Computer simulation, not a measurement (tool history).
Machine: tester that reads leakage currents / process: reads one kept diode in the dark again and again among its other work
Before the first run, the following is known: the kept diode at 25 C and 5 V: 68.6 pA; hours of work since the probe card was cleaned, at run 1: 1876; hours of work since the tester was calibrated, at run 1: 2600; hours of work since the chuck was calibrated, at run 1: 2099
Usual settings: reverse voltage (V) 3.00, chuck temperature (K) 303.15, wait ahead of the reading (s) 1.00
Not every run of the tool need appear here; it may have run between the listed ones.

| run | hour | reverse voltage (V) | chuck temperature (K) | wait ahead of the reading (s) | hours of work since the probe card was cleaned | hours of work since the tester was calibrated | hours of work since the chuck was calibrated | current that the tester gives (pA) |
|---|---|---|---|---|---|---|---|---|
| 1 | 0.0 | 3.00 | 303.15 | 1.00 | 1876 | 2600 | 2099 | 94.73 |
| 2 | 109.8 | 3.00 | 303.15 | 1.00 | 1938 | 2662 | 2161 | 94.68 |
| 3 | 225.3 | 3.00 | 303.15 | 1.00 | 2003 | 2727 | 2227 | 95.65 |
|  | 365.3 | chuck's temperature calibrated |
| 4 | 428.0 | 3.00 | 303.15 | 1.00 | 2116 | 2841 | 35 | 87.02 |
| 5 | 625.7 | 3.00 | 303.15 | 1.00 | 2228 | 2952 | 147 | 87.34 |
| 6 | 812.8 | 3.00 | 303.15 | 1.00 | 2334 | 3058 | 253 | 88.15 |
|  | 852.2 | probe card cleaned and baked |
| 7 | 943.4 | 3.00 | 303.15 | 1.00 | 52 | 3130 | 325 | 86.94 |
| 8 | 1140.0 | 3.00 | 303.15 | 1.00 | 163 | 3241 | 436 | 87.36 |
| 9 | 1328.3 | 3.00 | 303.15 | 1.00 | 269 | 3348 | 542 | 87.53 |
| 10 | 1430.2 | 3.00 | 303.15 | 1.00 | 326 | 3405 | 600 | 88.00 |
| 11 | 1587.6 | 4.99 | 303.15 | 1.00 | 415 | 3494 | 689 | 116.58 |
| 12 | 1747.6 | 3.97 | 303.15 | 1.00 | 506 | 3584 | 779 | 102.63 |
| 13 | 1863.3 | 3.97 | 303.15 | 1.00 | 571 | 3650 | 845 | 103.69 |
| 14 | 1945.6 | 3.97 | 303.15 | 1.00 | 618 | 3696 | 891 | 103.56 |
| 15 | 2092.6 | 3.97 | 303.15 | 1.00 | 701 | 3779 | 974 | 105.32 |
| 16 | 2209.3 | 3.00 | 297.15 | 1.00 | 767 | 3845 | 1040 | 51.56 |
| 17 | 2399.4 | 3.00 | 297.15 | 1.00 | 874 | 3953 | 1147 | 51.42 |
| 18 | 2526.4 | 2.88 | 303.15 | 1.00 | 946 | 4024 | 1219 | 88.55 |
| 19 | 2653.7 | 3.00 | 303.15 | 0.37 | 1018 | 4096 | 1291 | 91.49 |
|  | 2709.2 | tester calibrated |
| 20 | 2803.4 | 3.00 | 323.15 | 1.00 | 1101 | 53 | 1374 | 504.00 |
| 21 | 2955.9 | 3.00 | 323.15 | 1.00 | 1187 | 139 | 1461 | 505.24 |
| 22 | 3061.2 | 1.01 | 313.15 | 1.00 | 1247 | 199 | 1520 | 121.96 |
| 23 | 3246.8 | 1.01 | 313.15 | 1.00 | 1352 | 304 | 1625 | 122.77 |
| 24 | 3413.5 | 1.01 | 313.15 | 1.00 | 1446 | 398 | 1719 | 123.01 |
| 25 | 3521.0 | 1.01 | 296.15 | 3.05 | 1506 | 459 | 1780 | 25.92 |
| 26 | 3692.5 | 2.10 | 315.15 | 6.40 | 1603 | 555 | 1877 | 217.41 |
| 27 | 3832.4 | 1.98 | 293.15 | 3.00 | 1682 | 634 | 1956 | 28.46 |
| 28 | 3928.4 | 1.98 | 293.15 | 3.00 | 1737 | 689 | 2010 | 28.46 |
| 29 | 4126.5 | 2.83 | 307.15 | 0.30 | 1848 | 801 | 2122 | 129.27 |
| 30 | 4316.5 | 12.56 | 315.15 | 3.20 | 1956 | 908 | 2229 | 575.90 |
| 31 | 4414.6 | 6.02 | 295.15 | 0.48 | 2011 | 963 | 2285 | 66.93 |
|  | 4440.2 | chuck's temperature calibrated |
| 32 | 4541.7 | 6.02 | 295.15 | 0.48 | 2082 | 1034 | 57 | 63.12 |
| 33 | 4640.7 | 3.40 | 316.15 | 0.48 | 2138 | 1090 | 113 | 296.23 |
| 34 | 4738.5 | 17.10 | 315.15 | 3.54 | 2193 | 1145 | 169 | 648.35 |
| 35 | 4879.8 | 3.00 | 312.15 | 1.00 | 2273 | 1225 | 248 | 195.99 |
| 36 | 4998.4 | 3.00 | 312.15 | 1.00 | 2340 | 1292 | 315 | 198.21 |
|  | 5033.4 | probe card cleaned and baked |
| 37 | 5190.9 | 3.00 | 312.15 | 1.00 | 89 | 1399 | 422 | 198.15 |

Below, some changes in current that the tester gives (pA) between adjacent runs. For each, the amount present without the hidden state too (settings, incoming material, random variation) and the amount remaining for the hidden state with gauge scatter not shared by both compared results:
What the log doesn't record here: stray current of the dirty probe card, pA a volt; current scale over the true one, %; true chuck temperature over the reading, C; drift of the gauge itself on leakage_pa, %.
Run 29 -> 30: reverse voltage (V) 2.83 -> 12.56, chuck temperature (K) 307.15 -> 315.15, wait ahead of the reading (s) 0.30 -> 3.20. current that the tester gives (pA) +446.63: hidden state +36.25, all else +410.38.
Run 30 -> 31: reverse voltage (V) 12.56 -> 6.02, chuck temperature (K) 315.15 -> 295.15, wait ahead of the reading (s) 3.20 -> 0.48. current that the tester gives (pA) -508.97: hidden state -38.44, all else -470.53.
Run 34 -> 35: reverse voltage (V) 17.10 -> 3.00, chuck temperature (K) 315.15 -> 312.15, wait ahead of the reading (s) 3.54 -> 1.00. current that the tester gives (pA) -452.36: hidden state -16.45, all else -435.91.
